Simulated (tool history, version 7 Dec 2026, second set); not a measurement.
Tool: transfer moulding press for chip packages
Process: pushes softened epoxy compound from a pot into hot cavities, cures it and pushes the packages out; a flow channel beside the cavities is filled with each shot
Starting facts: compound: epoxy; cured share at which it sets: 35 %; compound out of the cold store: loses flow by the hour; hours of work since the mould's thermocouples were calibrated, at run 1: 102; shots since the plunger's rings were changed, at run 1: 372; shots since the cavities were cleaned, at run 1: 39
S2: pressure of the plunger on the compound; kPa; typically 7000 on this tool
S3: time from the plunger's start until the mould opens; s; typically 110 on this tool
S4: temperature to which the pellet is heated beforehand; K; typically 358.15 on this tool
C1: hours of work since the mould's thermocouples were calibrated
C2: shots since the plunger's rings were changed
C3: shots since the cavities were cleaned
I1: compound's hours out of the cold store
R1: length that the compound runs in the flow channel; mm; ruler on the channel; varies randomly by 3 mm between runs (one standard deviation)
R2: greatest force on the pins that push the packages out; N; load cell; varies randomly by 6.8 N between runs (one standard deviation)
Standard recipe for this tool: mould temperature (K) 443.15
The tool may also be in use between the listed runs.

run 1 hour=0.0 | mould_temperature_(K)=443.15 S2=7000 S3=110 S4=358.15 | C1=102 C2=372 C3=39 | I1=43.8 | R1=479 R2=263
run 2 hour=41.8 | mould_temperature_(K)=447.15 S2=7000 S3=110 S4=358.15 | C1=123 C2=747 C3=414 | I1=29.1 | R1=497 R2=242
-- hour=48.6 cavities cleaned with cleaning compound and waxed
run 3 hour=97.3 | mould_temperature_(K)=443.15 S2=5720 S3=110 S4=358.15 | C1=150 C2=1231 C3=437 | I1=8.2 | R1=490 R2=284
-- hour=104.2 cavities cleaned with cleaning compound and waxed
-- hour=162.8 cavities cleaned with cleaning compound and waxed
run 4 hour=188.5 | mould_temperature_(K)=443.15 S2=5720 S3=110 S4=356.15 | C1=194 C2=2022 C3=231 | I1=39.9 | R1=437 R2=266
-- hour=217.8 cavities cleaned with cleaning compound and waxed
-- hour=274.9 cavities cleaned with cleaning compound and waxed
run 5 hour=274.9 | mould_temperature_(K)=443.15 S2=7590 S3=110 S4=358.15 | C1=236 C2=2769 C3=0 | I1=43.2 | R1=499 R2=266
-- hour=326.5 cavities cleaned with cleaning compound and waxed
run 6 hour=345.8 | mould_temperature_(K)=443.15 S2=7000 S3=104 S4=358.15 | C1=271 C2=3392 C3=173 | I1=45.1 | R1=474 R2=284
-- hour=378.6 cavities cleaned with cleaning compound and waxed
run 7 hour=398.4 | mould_temperature_(K)=443.15 S2=7000 S3=102 S4=358.15 | C1=297 C2=3850 C3=178 | I1=11.1 | R1=529 R2=311
-- hour=434.8 cavities cleaned with cleaning compound and waxed
run 8 hour=444.5 | mould_temperature_(K)=443.15 S2=7000 S3=102 S4=358.15 | C1=319 C2=4250 C3=88 | I1=11.0 | R1=533 R2=315
-- hour=491.4 cavities cleaned with cleaning compound and waxed
run 9 hour=496.9 | mould_temperature_(K)=443.15 S2=7000 S3=102 S4=358.15 | C1=345 C2=4706 C3=50 | I1=34.9 | R1=492 R2=289
-- hour=507.0 plunger's sealing rings changed
-- hour=529.1 mould's thermocouples calibrated
-- hour=548.1 cavities cleaned with cleaning compound and waxed
run 10 hour=550.5 | mould_temperature_(K)=443.15 S2=7000 S3=110 S4=358.15 | C1=10 C2=358 C3=21 | I1=45.3 | R1=477 R2=270
-- hour=601.1 cavities cleaned with cleaning compound and waxed
run 11 hour=619.3 | mould_temperature_(K)=443.15 S2=7000 S3=110 S4=358.15 | C1=44 C2=962 C3=163 | I1=34.5 | R1=494 R2=257
-- hour=654.6 cavities cleaned with cleaning compound and waxed
run 12 hour=658.2 | mould_temperature_(K)=443.15 S2=7000 S3=110 S4=365.15 | C1=63 C2=1298 C3=33 | I1=31.2 | R1=500 R2=257
-- hour=708.5 cavities cleaned with cleaning compound and waxed
run 13 hour=734.2 | mould_temperature_(K)=443.15 S2=7000 S3=110 S4=367.15 | C1=100 C2=1966 C3=231 | I1=33.2 | R1=499 R2=273
-- hour=763.0 cavities cleaned with cleaning compound and waxed
run 14 hour=775.0 | mould_temperature_(K)=441.15 S2=5610 S3=93 S4=349.15 | C1=120 C2=2318 C3=108 | I1=15.3 | R1=472 R2=457
-- hour=817.6 cavities cleaned with cleaning compound and waxed
run 15 hour=844.6 | mould_temperature_(K)=441.15 S2=5610 S3=93 S4=349.15 | C1=154 C2=2928 C3=242 | I1=22.6 | R1=463 R2=422
-- hour=871.8 cavities cleaned with cleaning compound and waxed
-- hour=924.3 cavities cleaned with cleaning compound and waxed
run 16 hour=935.9 | mould_temperature_(K)=438.15 S2=7270 S3=137 S4=364.15 | C1=198 C2=3720 C3=104 | I1=47.6 | R1=493 R2=253
-- hour=976.4 cavities cleaned with cleaning compound and waxed
run 17 hour=1007.4 | mould_temperature_(K)=438.15 S2=7270 S3=137 S4=364.15 | C1=234 C2=4348 C3=278 | I1=19.6 | R1=536 R2=262
-- hour=1029.2 cavities cleaned with cleaning compound and waxed
-- hour=1052.5 plunger's sealing rings changed
run 18 hour=1059.2 | mould_temperature_(K)=438.15 S2=7210 S3=135 S4=351.15 | C1=258 C2=60 C3=247 | I1=11.7 | R1=549 R2=274
-- hour=1087.1 cavities cleaned with cleaning compound and waxed
run 19 hour=1100.6 | mould_temperature_(K)=438.15 S2=7210 S3=135 S4=351.15 | C1=278 C2=418 C3=121 | I1=12.0 | R1=548 R2=272
-- hour=1141.6 cavities cleaned with cleaning compound and waxed
run 20 hour=1141.6 | mould_temperature_(K)=449.15 S2=7210 S3=116 S4=351.15 | C1=298 C2=772 C3=0 | I1=18.5 | R1=519 R2=235
-- hour=1193.5 cavities cleaned with cleaning compound and waxed
run 21 hour=1198.4 | mould_temperature_(K)=443.15 S2=7000 S3=110 S4=368.15 | C1=325 C2=1268 C3=44 | I1=25.4 | R1=512 R2=271
-- hour=1246.6 cavities cleaned with cleaning compound and waxed
run 22 hour=1255.5 | mould_temperature_(K)=450.15 S2=7920 S3=137 S4=351.15 | C1=353 C2=1767 C3=80 | I1=24.5 | R1=535 R2=229
-- hour=1265.6 mould's thermocouples calibrated
-- hour=1303.5 cavities cleaned with cleaning compound and waxed
run 23 hour=1304.9 | mould_temperature_(K)=450.15 S2=7920 S3=137 S4=351.15 | C1=19 C2=2178 C3=12 | I1=27.7 | R1=529 R2=211
-- hour=1358.8 cavities cleaned with cleaning compound and waxed
run 24 hour=1373.9 | mould_temperature_(K)=440.15 S2=7900 S3=110 S4=365.15 | C1=53 C2=2783 C3=135 | I1=13.5 | R1=564 R2=324
-- hour=1411.5 cavities cleaned with cleaning compound and waxed
run 25 hour=1450.0 | mould_temperature_(K)=440.15 S2=7900 S3=110 S4=365.15 | C1=90 C2=3453 C3=346 | I1=16.6 | R1=559 R2=318

Entry by entry between the runs, the difference in hidden state between the last listed run before and the first listed run after:
Runs 2 to 3: cavities cleaned with cleaning compound and waxed (hour 48.6)
  pressure that reaches the compound, % of what is set: 99.92 -> 99.87
Runs 3 to 4: cavities cleaned with cleaning compound and waxed (hour 104.2); cavities cleaned with cleaning compound and waxed (hour 162.8)
  true mould temperature over the reading, C: 0.02 -> 0.03; pressure that reaches the compound, % of what is set: 99.87 -> 99.8; grip of the stained cavities, % over clean ones': 1.9 -> 1.3
Runs 4 to 5: cavities cleaned with cleaning compound and waxed (hour 217.8); cavities cleaned with cleaning compound and waxed (hour 274.9)
  true mould temperature over the reading, C: 0.03 -> 0.04; pressure that reaches the compound, % of what is set: 99.8 -> 99.73; grip of the stained cavities, % over clean ones': 1.3 -> 0
Runs 5 to 6: cavities cleaned with cleaning compound and waxed (hour 326.5)
  pressure that reaches the compound, % of what is set: 99.73 -> 99.67; grip of the stained cavities, % over clean ones': 0 -> 0.9
Runs 6 to 7: cavities cleaned with cleaning compound and waxed (hour 378.6)
  pressure that reaches the compound, % of what is set: 99.67 -> 99.63; grip of the stained cavities, % over clean ones': 0.9 -> 1.1
Runs 7 to 8: cavities cleaned with cleaning compound and waxed (hour 434.8)
  true mould temperature over the reading, C: 0.04 -> 0.05; pressure that reaches the compound, % of what is set: 99.63 -> 99.6; grip of the stained cavities, % over clean ones': 1.1 -> 0.6
Runs 8 to 9: cavities cleaned with cleaning compound and waxed (hour 491.4)
  pressure that reaches the compound, % of what is set: 99.6 -> 99.56; grip of the stained cavities, % over clean ones': 0.6 -> 0.4
Runs 9 to 10: plunger's sealing rings changed (hour 507.0); mould's thermocouples calibrated (hour 529.1); cavities cleaned with cleaning compound and waxed (hour 548.1)
  true mould temperature over the reading, C: 0.05 -> 0; pressure that reaches the compound, % of what is set: 99.56 -> 99.95; grip of the stained cavities, % over clean ones': 0.4 -> 0.2
Runs 10 to 11: cavities cleaned with cleaning compound and waxed (hour 601.1)
  true mould temperature over the reading, C: 0 -> 0.01; pressure that reaches the compound, % of what is set: 99.95 -> 99.9; grip of the stained cavities, % over clean ones': 0.2 -> 0.9
Runs 11 to 12: cavities cleaned with cleaning compound and waxed (hour 654.6)
  pressure that reaches the compound, % of what is set: 99.9 -> 99.87; grip of the stained cavities, % over clean ones': 0.9 -> 0.3
Runs 12 to 13: cavities cleaned with cleaning compound and waxed (hour 708.5)
  pressure that reaches the compound, % of what is set: 99.87 -> 99.81; grip of the stained cavities, % over clean ones': 0.3 -> 1.3
Runs 13 to 14: cavities cleaned with cleaning compound and waxed (hour 763.0)
  true mould temperature over the reading, C: 0.01 -> 0.02; pressure that reaches the compound, % of what is set: 99.81 -> 99.77; grip of the stained cavities, % over clean ones': 1.3 -> 0.6
Runs 14 to 15: cavities cleaned with cleaning compound and waxed (hour 817.6)
  pressure that reaches the compound, % of what is set: 99.77 -> 99.72; grip of the stained cavities, % over clean ones': 0.6 -> 1.3
Runs 15 to 16: cavities cleaned with cleaning compound and waxed (hour 871.8); cavities cleaned with cleaning compound and waxed (hour 924.3)
  true mould temperature over the reading, C: 0.02 -> 0.03; pressure that reaches the compound, % of what is set: 99.72 -> 99.65; grip of the stained cavities, % over clean ones': 1.3 -> 0.6
Runs 16 to 17: cavities cleaned with cleaning compound and waxed (hour 976.4)
  pressure that reaches the compound, % of what is set: 99.65 -> 99.6; grip of the stained cavities, % over clean ones': 0.6 -> 1.5
Runs 17 to 18: cavities cleaned with cleaning compound and waxed (hour 1029.2); plunger's sealing rings changed (hour 1052.5)
  pressure that reaches the compound, % of what is set: 99.6 -> 99.99; grip of the stained cavities, % over clean ones': 1.5 -> 1.3
Runs 18 to 19: cavities cleaned with cleaning compound and waxed (hour 1087.1)
  true mould temperature over the reading, C: 0.03 -> 0.04; pressure that reaches the compound, % of what is set: 99.99 -> 99.96; grip of the stained cavities, % over clean ones': 1.3 -> 0.7
Runs 19 to 20: cavities cleaned with cleaning compound and waxed (hour 1141.6)
  pressure that reaches the compound, % of what is set: 99.96 -> 99.92; grip of the stained cavities, % over clean ones': 0.7 -> 0.2
Runs 20 to 21: cavities cleaned with cleaning compound and waxed (hour 1193.5)
  pressure that reaches the compound, % of what is set: 99.92 -> 99.88; grip of the stained cavities, % over clean ones': 0.2 -> 0.3
Runs 21 to 22: cavities cleaned with cleaning compound and waxed (hour 1246.6)
  pressure that reaches the compound, % of what is set: 99.88 -> 99.83; grip of the stained cavities, % over clean ones': 0.3 -> 0.6
Runs 22 to 23: mould's thermocouples calibrated (hour 1265.6); cavities cleaned with cleaning compound and waxed (hour 1303.5)
  true mould temperature over the reading, C: 0.04 -> 0; pressure that reaches the compound, % of what is set: 99.83 -> 99.79; grip of the stained cavities, % over clean ones': 0.6 -> 0.1
Runs 23 to 24: cavities cleaned with cleaning compound and waxed (hour 1358.8)
  pressure that reaches the compound, % of what is set: 99.79 -> 99.74; grip of the stained cavities, % over clean ones': 0.1 -> 0.8
Runs 24 to 25: cavities cleaned with cleaning compound and waxed (hour 1411.5)
  true mould temperature over the reading, C: 0 -> 0.01; pressure that reaches the compound, % of what is set: 99.74 -> 99.67; grip of the stained cavities, % over clean ones': 0.8 -> 1.6
